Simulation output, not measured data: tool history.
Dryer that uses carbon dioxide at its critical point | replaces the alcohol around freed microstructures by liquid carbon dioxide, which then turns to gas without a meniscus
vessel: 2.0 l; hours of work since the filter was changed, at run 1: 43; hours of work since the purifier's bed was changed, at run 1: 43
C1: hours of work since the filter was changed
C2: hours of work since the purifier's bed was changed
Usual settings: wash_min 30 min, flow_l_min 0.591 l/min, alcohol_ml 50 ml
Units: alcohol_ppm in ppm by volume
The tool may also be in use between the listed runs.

Run 1, hour 0.0: usual settings; C1 43; C2 43. Result: alcohol_ppm 25 ppm by volume.
Run 2, hour 13.2: usual settings; C1 51; C2 51. Result: alcohol_ppm 38 ppm by volume.
Run 3, hour 37.0: usual settings; C1 66; C2 66. Result: alcohol_ppm 31 ppm by volume.
Run 4, hour 54.8: usual settings but flow_l_min 0.859 l/min; C1 77; C2 77. Result: alcohol_ppm 21 ppm by volume.
Run 5, hour 79.9: usual settings but flow_l_min 0.859 l/min; C1 92; C2 92. Result: alcohol_ppm 40 ppm by volume.
Run 6, hour 93.9: usual settings but flow_l_min 0.859 l/min; C1 100; C2 100. Result: alcohol_ppm 34 ppm by volume.
Run 7, hour 111.5: usual settings but flow_l_min 0.859 l/min; C1 111; C2 111. Result: alcohol_ppm 29 ppm by volume.
Run 8, hour 131.9: usual settings; C1 124; C2 124. Result: alcohol_ppm 45 ppm by volume.
Run 9, hour 149.2: usual settings; C1 134; C2 134. Result: alcohol_ppm 50 ppm by volume.
Run 10, hour 166.4: usual settings; C1 145; C2 145. Result: alcohol_ppm 50 ppm by volume.
Run 11, hour 186.6: usual settings; C1 157; C2 157. Result: alcohol_ppm 58 ppm by volume.
Run 12, hour 206.0: usual settings; C1 169; C2 169. Result: alcohol_ppm 56 ppm by volume.
Run 13, hour 222.3: usual settings; C1 179; C2 179. Result: alcohol_ppm 64 ppm by volume.
Run 14, hour 241.2: usual settings; C1 190; C2 190. Result: alcohol_ppm 73 ppm by volume.
Run 15, hour 259.4: usual settings; C1 201; C2 201. Result: alcohol_ppm 69 ppm by volume.
Run 16, hour 280.9: usual settings but alcohol_ml 34 ml; C1 214; C2 214. Result: alcohol_ppm 66 ppm by volume.
Run 17, hour 301.6: usual settings but alcohol_ml 34 ml; C1 227; C2 227. Result: alcohol_ppm 70 ppm by volume.
Run 18, hour 321.9: usual settings but alcohol_ml 34 ml; C1 239; C2 239. Result: alcohol_ppm 72 ppm by volume.
Run 19, hour 341.2: usual settings but alcohol_ml 119 ml; C1 251; C2 251. Result: alcohol_ppm 104 ppm by volume.
Run 20, hour 359.1: usual settings but alcohol_ml 119 ml; C1 262; C2 262. Result: alcohol_ppm 106 ppm by volume.
Run 21, hour 382.3: usual settings but alcohol_ml 119 ml; C1 276; C2 276. Result: alcohol_ppm 107 ppm by volume.
Run 22, hour 399.2: usual settings but alcohol_ml 119 ml; C1 286; C2 286. Result: alcohol_ppm 106 ppm by volume.
Run 23, hour 422.5: usual settings but wash_min 23 min, flow_l_min 0.601 l/min, alcohol_ml 119 ml; C1 300; C2 300. Result: alcohol_ppm 261 ppm by volume.
Run 24, hour 434.2: usual settings but wash_min 21 min, flow_l_min 0.367 l/min, alcohol_ml 47 ml; C1 307; C2 307. Result: alcohol_ppm 1067 ppm by volume.
Run 25, hour 446.1: usual settings but flow_l_min 0.370 l/min, alcohol_ml 38 ml; C1 315; C2 315. Result: alcohol_ppm 281 ppm by volume.
Run 26, hour 464.4: usual settings but wash_min 36 min, flow_l_min 0.749 l/min, alcohol_ml 24 ml; C1 326; C2 326. Result: alcohol_ppm 90 ppm by volume.
Run 27, hour 475.9: usual settings but wash_min 26 min, flow_l_min 0.969 l/min, alcohol_ml 76 ml; C1 333; C2 333. Result: alcohol_ppm 87 ppm by volume.
Run 28, hour 501.2: usual settings but flow_l_min 0.536 l/min; C1 348; C2 348. Result: alcohol_ppm 125 ppm by volume.
Run 29, hour 519.8: usual settings but wash_min 19 min, alcohol_ml 83 ml; C1 360; C2 360. Result: alcohol_ppm 469 ppm by volume.
Run 30, hour 540.3: usual settings but wash_min 19 min, alcohol_ml 83 ml; C1 372; C2 372. Result: alcohol_ppm 480 ppm by volume.
Run 31, hour 560.9: usual settings but wash_min 19 min, alcohol_ml 83 ml; C1 385; C2 385. Result: alcohol_ppm 486 ppm by volume.
Run 32, hour 576.0: usual settings but flow_l_min 0.921 l/min, alcohol_ml 74 ml; C1 394; C2 394. Result: alcohol_ppm 106 ppm by volume.
Run 33, hour 596.5: usual settings but flow_l_min 0.921 l/min, alcohol_ml 74 ml; C1 406; C2 406. Result: alcohol_ppm 122 ppm by volume.
Run 34, hour 609.5: usual settings but flow_l_min 0.904 l/min; C1 414; C2 414. Result: alcohol_ppm 113 ppm by volume.
Run 35, hour 621.2: usual settings but wash_min 40 min, flow_l_min 0.404 l/min, alcohol_ml 38 ml; C1 421; C2 421. Result: alcohol_ppm 131 ppm by volume.
Run 36, hour 637.0: usual settings but wash_min 40 min, flow_l_min 0.404 l/min, alcohol_ml 38 ml; C1 431; C2 431. Result: alcohol_ppm 140 ppm by volume.

Measured less the same run without the tool's hidden state. The same run-to-run variation is in both; the gauge's scatter may not be:
The hidden state here: flow that reaches the vessel past the clogged filter, %; alcohol in the recycled carbon dioxide, ppm; drift of the gauge itself on alcohol_ppm, %.
run  alcohol_ppm
  1          +10
  2          +13
  3          +17
  4          +19
  5          +22
  6          +26
  7          +27
  8          +31
  9          +34
 10          +38
 11          +41
 12          +43
 13          +47
 14          +50
 15          +52
 16          +54
 17          +58
 18          +61
 19          +68
 20          +73
 21          +78
 22          +77
 23         +107
 24         +188
 25         +109
 26          +82
 27          +82
 28          +96
 29         +159
 30         +168
 31         +172
 32          +97
 33         +103
 34         +103
 35         +114
 36         +116
